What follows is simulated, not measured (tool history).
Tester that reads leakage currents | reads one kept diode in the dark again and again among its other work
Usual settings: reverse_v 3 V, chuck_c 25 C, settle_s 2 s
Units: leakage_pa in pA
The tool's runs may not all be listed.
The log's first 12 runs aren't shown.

{"run": 13, "day": 39.05, "reverse_v": 3, "chuck_c": 40, "settle_s": 2, "leakage_pa": 359.46}
{"run": 14, "day": 43.15, "reverse_v": 3, "chuck_c": 25, "settle_s": 2, "leakage_pa": 123.84}
{"run": 15, "day": 47.158, "reverse_v": 3, "chuck_c": 48, "settle_s": 2, "leakage_pa": 620.5}
{"run": 16, "day": 51.167, "reverse_v": 3, "chuck_c": 25, "settle_s": 1.07, "leakage_pa": 124.6}
{"run": 17, "day": 54.254, "reverse_v": 3, "chuck_c": 25, "settle_s": 1.07, "leakage_pa": 125.13}
{"run": 18, "day": 57.238, "reverse_v": 3, "chuck_c": 42, "settle_s": 2, "leakage_pa": 418.76}
{"day": 58.262, "done": "chuck's temperature calibrated"}
{"run": 19, "day": 59.979, "reverse_v": 3, "chuck_c": 25, "settle_s": 2, "leakage_pa": 121.81}
{"run": 20, "day": 64.196, "reverse_v": 3, "chuck_c": 25, "settle_s": 2, "leakage_pa": 122.85}
{"run": 21, "day": 67.433, "reverse_v": 3, "chuck_c": 25, "settle_s": 2, "leakage_pa": 122.73}
{"day": 69.946, "done": "probe card cleaned and baked"}
{"run": 22, "day": 71.796, "reverse_v": 1.37, "chuck_c": 59, "settle_s": 0.65, "leakage_pa": 941.88}
{"run": 23, "day": 75.242, "reverse_v": 1.37, "chuck_c": 59, "settle_s": 0.65, "leakage_pa": 933.84}
{"run": 24, "day": 77.812, "reverse_v": 1.37, "chuck_c": 59, "settle_s": 0.65, "leakage_pa": 940.39}
{"run": 25, "day": 81.417, "reverse_v": 7.39, "chuck_c": 59, "settle_s": 0.65, "leakage_pa": 1685.65}
{"run": 26, "day": 84.9, "reverse_v": 3, "chuck_c": 25, "settle_s": 2.33, "leakage_pa": 122.12}
{"run": 27, "day": 88.754, "reverse_v": 3.63, "chuck_c": 39, "settle_s": 6.8, "leakage_pa": 359.09}

The next listed run, before its measurement:
{"run": 28, "day": 91.333, "reverse_v": 3.11, "chuck_c": 27, "settle_s": 1.88, "leakage_pa": "?"}

{"run 28": {"leakage_pa": 145.03}}
Without the tool's hidden state the same run would have given leakage_pa 140.17 pA.

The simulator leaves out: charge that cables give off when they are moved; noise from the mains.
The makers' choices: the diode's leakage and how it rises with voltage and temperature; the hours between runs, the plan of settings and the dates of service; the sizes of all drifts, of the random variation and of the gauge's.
